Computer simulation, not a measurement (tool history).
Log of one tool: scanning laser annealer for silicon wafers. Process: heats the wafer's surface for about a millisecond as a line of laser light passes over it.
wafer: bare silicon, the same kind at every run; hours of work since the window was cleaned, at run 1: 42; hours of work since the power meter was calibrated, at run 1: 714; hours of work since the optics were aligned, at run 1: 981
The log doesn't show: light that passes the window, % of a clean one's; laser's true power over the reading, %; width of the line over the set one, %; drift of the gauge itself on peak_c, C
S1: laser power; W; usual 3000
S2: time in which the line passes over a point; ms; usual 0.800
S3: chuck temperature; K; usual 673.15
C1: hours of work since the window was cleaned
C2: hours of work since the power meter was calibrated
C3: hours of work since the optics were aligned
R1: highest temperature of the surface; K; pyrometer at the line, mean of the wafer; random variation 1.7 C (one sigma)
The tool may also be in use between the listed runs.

{"run": 1, "hour": 0.0, "S1": 3000, "S2": 0.8, "S3": 673.15, "C1": 42, "C2": 714, "C3": 981, "R1": 1439.15}
{"run": 2, "hour": 21.2, "S1": 3000, "S2": 0.8, "S3": 673.15, "C1": 58, "C2": 731, "C3": 997, "R1": 1439.15}
{"run": 3, "hour": 56.2, "S1": 2840, "S2": 0.8, "S3": 673.15, "C1": 85, "C2": 758, "C3": 1024, "R1": 1394.15}
{"run": 4, "hour": 71.7, "S1": 2840, "S2": 0.8, "S3": 673.15, "C1": 97, "C2": 769, "C3": 1036, "R1": 1394.15}
{"run": 5, "hour": 107.1, "S1": 2840, "S2": 0.8, "S3": 673.15, "C1": 124, "C2": 797, "C3": 1063, "R1": 1395.15}
{"run": 6, "hour": 125.5, "S1": 2840, "S2": 0.8, "S3": 673.15, "C1": 138, "C2": 811, "C3": 1077, "R1": 1391.15}
{"run": 7, "hour": 160.5, "S1": 3000, "S2": 0.8, "S3": 683.15, "C1": 165, "C2": 838, "C3": 1104, "R1": 1449.15}
{"run": 8, "hour": 194.9, "S1": 3000, "S2": 0.797, "S3": 673.15, "C1": 191, "C2": 864, "C3": 1130, "R1": 1439.15}
{"run": 9, "hour": 213.8, "S1": 3000, "S2": 0.704, "S3": 673.15, "C1": 206, "C2": 878, "C3": 1145, "R1": 1390.15}
{"run": 10, "hour": 236.2, "S1": 3000, "S2": 0.939, "S3": 673.15, "C1": 223, "C2": 896, "C3": 1162, "R1": 1500.15}
{"run": 11, "hour": 267.2, "S1": 3000, "S2": 0.939, "S3": 673.15, "C1": 247, "C2": 919, "C3": 1186, "R1": 1497.15}
{"run": 12, "hour": 300.1, "S1": 3000, "S2": 0.939, "S3": 673.15, "C1": 272, "C2": 945, "C3": 1211, "R1": 1502.15}
{"run": 13, "hour": 318.0, "S1": 3000, "S2": 0.939, "S3": 673.15, "C1": 286, "C2": 958, "C3": 1225, "R1": 1504.15}
{"run": 14, "hour": 354.7, "S1": 3000, "S2": 0.939, "S3": 652.15, "C1": 314, "C2": 987, "C3": 1253, "R1": 1482.15}
{"run": 15, "hour": 371.3, "S1": 3000, "S2": 0.8, "S3": 647.15, "C1": 327, "C2": 999, "C3": 1266, "R1": 1411.15}
{"run": 16, "hour": 407.8, "S1": 3000, "S2": 0.8, "S3": 647.15, "C1": 355, "C2": 1027, "C3": 1294, "R1": 1410.15}
{"run": 17, "hour": 437.5, "S1": 3000, "S2": 0.8, "S3": 647.15, "C1": 377, "C2": 1050, "C3": 1316, "R1": 1412.15}
{"run": 18, "hour": 453.9, "S1": 3000, "S2": 0.8, "S3": 647.15, "C1": 390, "C2": 1063, "C3": 1329, "R1": 1411.15}
{"hour": 476.2, "done": "optics aligned, line set to its width"}
{"run": 19, "hour": 482.7, "S1": 3000, "S2": 0.8, "S3": 647.15, "C1": 408, "C2": 1081, "C3": 5, "R1": 1413.15}
{"run": 20, "hour": 514.0, "S1": 3000, "S2": 0.8, "S3": 673.15, "C1": 432, "C2": 1105, "C3": 29, "R1": 1439.15}
{"run": 21, "hour": 530.7, "S1": 3000, "S2": 0.8, "S3": 673.15, "C1": 445, "C2": 1118, "C3": 42, "R1": 1440.15}
{"run": 22, "hour": 566.1, "S1": 3000, "S2": 0.823, "S3": 673.15, "C1": 472, "C2": 1145, "C3": 69, "R1": 1450.15}
{"run": 23, "hour": 592.9, "S1": 2556, "S2": 0.599, "S3": 670.15, "C1": 493, "C2": 1166, "C3": 90, "R1": 1227.15}
{"run": 24, "hour": 617.0, "S1": 2556, "S2": 0.707, "S3": 641.15, "C1": 511, "C2": 1184, "C3": 108, "R1": 1248.15}
{"run": 25, "hour": 648.5, "S1": 2556, "S2": 0.707, "S3": 641.15, "C1": 536, "C2": 1208, "C3": 132, "R1": 1245.15}
{"run": 26, "hour": 663.9, "S1": 2556, "S2": 0.707, "S3": 641.15, "C1": 547, "C2": 1220, "C3": 144, "R1": 1244.15}
{"run": 27, "hour": 681.3, "S1": 3000, "S2": 0.791, "S3": 657.15, "C1": 561, "C2": 1234, "C3": 157, "R1": 1418.15}
{"run": 28, "hour": 696.5, "S1": 3000, "S2": 0.863, "S3": 657.15, "C1": 572, "C2": 1245, "C3": 169, "R1": 1451.15}
{"run": 29, "hour": 715.7, "S1": 2626, "S2": 0.932, "S3": 647.15, "C1": 587, "C2": 1260, "C3": 184, "R1": 1363.15}
{"run": 30, "hour": 745.6, "S1": 3168, "S2": 0.938, "S3": 649.15, "C1": 610, "C2": 1283, "C3": 207, "R1": 1525.15}
{"run": 31, "hour": 765.7, "S1": 2771, "S2": 0.771, "S3": 649.15, "C1": 626, "C2": 1298, "C3": 222, "R1": 1341.15}
{"run": 32, "hour": 781.3, "S1": 3020, "S2": 0.749, "S3": 656.15, "C1": 637, "C2": 1310, "C3": 234, "R1": 1402.15}
{"run": 33, "hour": 803.9, "S1": 3020, "S2": 0.749, "S3": 656.15, "C1": 655, "C2": 1328, "C3": 252, "R1": 1400.15}
{"run": 34, "hour": 829.8, "S1": 2657, "S2": 0.8, "S3": 673.15, "C1": 675, "C2": 1348, "C3": 271, "R1": 1343.15}
{"run": 35, "hour": 845.4, "S1": 3082, "S2": 0.988, "S3": 686.15, "C1": 687, "C2": 1360, "C3": 283, "R1": 1556.15}
{"run": 36, "hour": 867.8, "S1": 2932, "S2": 0.947, "S3": 649.15, "C1": 704, "C2": 1377, "C3": 301, "R1": 1461.15}
{"hour": 873.1, "done": "window over the wafer cleaned"}
{"run": 37, "hour": 899.4, "S1": 2932, "S2": 0.947, "S3": 649.15, "C1": 20, "C2": 1399, "C3": 323, "R1": 1463.15}
{"run": 38, "hour": 916.8, "S1": 2870, "S2": 0.623, "S3": 683.15, "C1": 34, "C2": 1413, "C3": 337, "R1": 1329.15}
{"run": 39, "hour": 942.7, "S1": 2870, "S2": 0.623, "S3": 683.15, "C1": 53, "C2": 1433, "C3": 357, "R1": 1328.15}
{"run": 40, "hour": 979.0, "S1": 2870, "S2": 0.623, "S3": 683.15, "C1": 81, "C2": 1461, "C3": 384, "R1": 1327.15}
{"run": 41, "hour": 1004.2, "S1": 2870, "S2": 0.623, "S3": 683.15, "C1": 101, "C2": 1480, "C3": 404, "R1": 1328.15}
{"run": 42, "hour": 1032.2, "S1": 2870, "S2": 0.623, "S3": 683.15, "C1": 122, "C2": 1501, "C3": 425, "R1": 1329.15}

Forecast each of these 3 alternatives for the next run:
{"run": "A", "hour": 1058.9, "S1": 2840, "S2": 0.623, "S3": 666.15, "C1": 143, "C2": 1522, "C3": 446, "R1": "?"}
{"run": "B", "hour": 1058.9, "S1": 3035, "S2": 0.8, "S3": 646.15, "C1": 143, "C2": 1522, "C3": 446, "R1": "?"}
{"run": "C", "hour": 1058.9, "S1": 2870, "S2": 0.668, "S3": 664.15, "C1": 143, "C2": 1522, "C3": 446, "R1": "?"}

run=A R1=1304.15
run=B R1=1422.15
run=C R1=1329.15
Without the tool's hidden state the same runs would have given:
run=A R1=1304.15
run=B R1=1422.15
run=C R1=1329.15
